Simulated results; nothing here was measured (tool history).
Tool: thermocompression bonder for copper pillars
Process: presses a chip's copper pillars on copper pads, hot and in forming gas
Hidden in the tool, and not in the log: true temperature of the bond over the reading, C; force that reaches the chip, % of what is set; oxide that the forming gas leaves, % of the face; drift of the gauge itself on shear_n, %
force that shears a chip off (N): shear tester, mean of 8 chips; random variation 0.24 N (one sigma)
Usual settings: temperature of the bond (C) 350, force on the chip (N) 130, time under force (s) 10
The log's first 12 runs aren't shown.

run,hour,temperature of the bond (C),force on the chip (N),time under force (s),hours of work since the heater was calibrated,hours of work since the force cell was calibrated,hours of work since the gas filter was changed,force that shears a chip off (N)
13,80,350,97,10,292,496,53,41.5
14,86.9,350,130,8,297,501,57,50.5
15,96.6,350,130,8,304,508,64,50.6
16,101.5,333,130,10,307,511,68,46.7
17,110.4,360,130,10,313,517,74,57.9
# hour 113.1: heater calibrated with a thermocouple chip
18,119.8,360,130,10,5,522,79,58.2
19,129.3,350,130,23,11,529,85,67.1
# hour 135.6: heater calibrated with a thermocouple chip, once more
20,136.8,350,130,18,1,533,89,61.5

The next listed run, before its measurement:
21,143.3,324,130,10,5,537,94,?

{"run 21": {"force that shears a chip off (N)": 41.1}}
Without the tool's hidden state the same run would have given force that shears a chip off (N) 42.4.
